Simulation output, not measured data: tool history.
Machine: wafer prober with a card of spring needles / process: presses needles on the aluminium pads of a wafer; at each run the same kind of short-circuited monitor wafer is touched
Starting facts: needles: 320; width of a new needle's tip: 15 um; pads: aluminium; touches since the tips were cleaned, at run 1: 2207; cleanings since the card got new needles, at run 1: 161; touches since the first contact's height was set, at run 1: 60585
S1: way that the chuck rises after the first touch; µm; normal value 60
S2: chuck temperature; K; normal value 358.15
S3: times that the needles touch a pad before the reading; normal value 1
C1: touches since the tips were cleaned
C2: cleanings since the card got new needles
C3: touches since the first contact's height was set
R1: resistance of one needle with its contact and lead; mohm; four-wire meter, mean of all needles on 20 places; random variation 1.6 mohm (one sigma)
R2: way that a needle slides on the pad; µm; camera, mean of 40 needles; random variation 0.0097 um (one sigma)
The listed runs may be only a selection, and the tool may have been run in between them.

run,hour,S1,S2,S3,C1,C2,C3,R1,R2
1,0.0,60,358.15,1,2207,161,60585,162,7.431
# hour 7.2: height of the first contact set anew
# hour 10.8: tips cleaned on abrasive film
# hour 28.1: tips cleaned on abrasive film
2,31.7,60,358.15,1,1351,163,9134,161,7.422
# hour 42.1: tips cleaned on abrasive film
# hour 58.7: tips cleaned on abrasive film
# hour 75.6: tips cleaned on abrasive film
3,89.3,60,358.15,1,5166,166,30681,159,7.416
# hour 92.5: tips cleaned on abrasive film
# hour 109.4: tips cleaned on abrasive film
4,117.2,60,358.15,1,2901,168,41057,164,7.402
# hour 124.1: tips cleaned on abrasive film
# hour 138.1: tips cleaned on abrasive film
# hour 155.4: tips cleaned on abrasive film
# hour 169.9: tips cleaned on abrasive film
5,169.9,60,310.15,1,0,172,60726,155,7.394
# hour 177.1: height of the first contact set anew
# hour 187.6: tips cleaned on abrasive film
# hour 204.6: tips cleaned on abrasive film
# hour 220.8: tips cleaned on abrasive film
6,220.8,60,310.15,1,0,175,16316,152,7.398
# hour 238.2: tips cleaned on abrasive film
# hour 255.5: tips cleaned on abrasive film
7,259.2,60,310.15,1,1380,177,30669,153,7.377
# hour 272.6: tips cleaned on abrasive film
# hour 287.1: tips cleaned on abrasive film
8,287.1,60,310.15,1,0,179,41079,153,7.380
# hour 301.0: tips cleaned on abrasive film
# hour 317.9: tips cleaned on abrasive film
9,322.1,60,310.15,1,1611,181,54173,152,7.365
# hour 332.5: tips cleaned on abrasive film
# hour 346.6: height of the first contact set anew
# hour 349.8: tips cleaned on abrasive film
# hour 366.8: tips cleaned on abrasive film
10,368.3,80,358.15,1,547,184,8072,158,9.829
# hour 382.2: tips cleaned on abrasive film
# hour 396.1: tips cleaned on abrasive film
# hour 413.2: tips cleaned on abrasive film
# hour 425.2: card fitted with new needles
# hour 442.1: tips cleaned on abrasive film
11,447.3,60,333.15,1,1945,1,8286,157,7.355
# hour 457.8: tips cleaned on abrasive film
# hour 474.2: tips cleaned on abrasive film
# hour 491.6: tips cleaned on abrasive film
12,505.2,60,305.15,2,5126,4,29934,154,7.350
# hour 508.8: tips cleaned on abrasive film
# hour 526.1: tips cleaned on abrasive film
13,534.9,64,312.15,2,3299,6,41014,153,7.834
# hour 541.8: tips cleaned on abrasive film
# hour 559.2: tips cleaned on abrasive film
# hour 576.5: tips cleaned on abrasive film
# hour 590.4: tips cleaned on abrasive film
# hour 594.2: height of the first contact set anew
14,596.0,64,312.15,2,1979,10,683,152,7.831
# hour 605.6: tips cleaned on abrasive film
# hour 622.2: tips cleaned on abrasive film
15,629.5,64,358.15,2,2748,12,13207,161,7.827
# hour 636.5: tips cleaned on abrasive film
# hour 653.3: tips cleaned on abrasive film
# hour 670.2: tips cleaned on abrasive film
16,679.0,62,323.15,2,3315,15,31709,156,7.589
# hour 686.1: tips cleaned on abrasive film
# hour 701.9: tips cleaned on abrasive film
# hour 719.3: tips cleaned on abrasive film
# hour 736.1: tips cleaned on abrasive film
17,737.2,60,335.15,1,392,19,53411,158,7.314
# hour 751.0: gauge calibrated
# hour 751.1: tips cleaned on abrasive film
# hour 761.8: height of the first contact set anew
# hour 765.8: tips cleaned on abrasive film
18,765.8,73,329.15,1,0,21,1477,156,9.021
# hour 783.1: tips cleaned on abrasive film
# hour 800.4: tips cleaned on abrasive film
# hour 817.8: tips cleaned on abrasive film
19,824.0,51,329.15,2,2354,24,23256,159,6.329
# hour 834.5: tips cleaned on abrasive film
# hour 850.7: tips cleaned on abrasive film
# hour 867.5: tips cleaned on abrasive film
20,879.4,41,335.15,2,4484,27,43948,163,5.068
# hour 882.4: tips cleaned on abrasive film
# hour 899.7: tips cleaned on abrasive film
21,909.3,60,305.15,1,3604,29,55118,154,7.396

What if the next run were any one of these 3? Each begins from the tool's condition after run 21:
# hour 916.3: tips cleaned on abrasive film
# hour 929.9: height of the first contact set anew
# hour 933.4: tips cleaned on abrasive film
# hour 950.6: tips cleaned on abrasive film
A,964.1,60,343.15,1,5078,32,12781,?,?
# hour 916.3: tips cleaned on abrasive film
# hour 929.9: height of the first contact set anew
# hour 933.4: tips cleaned on abrasive film
# hour 950.6: tips cleaned on abrasive film
B,964.1,60,305.15,1,5078,32,12781,?,?
# hour 916.3: tips cleaned on abrasive film
# hour 929.9: height of the first contact set anew
# hour 933.4: tips cleaned on abrasive film
# hour 950.6: tips cleaned on abrasive film
C,964.1,61,358.15,1,5078,32,12781,?,?

run,R1,R2
A,162,7.386
B,153,7.402
C,161,7.513
With the hidden condition removed and each run's random variation left untouched, the same runs would have given:
run,R1,R2
A,162,7.418
B,153,7.434
C,161,7.545
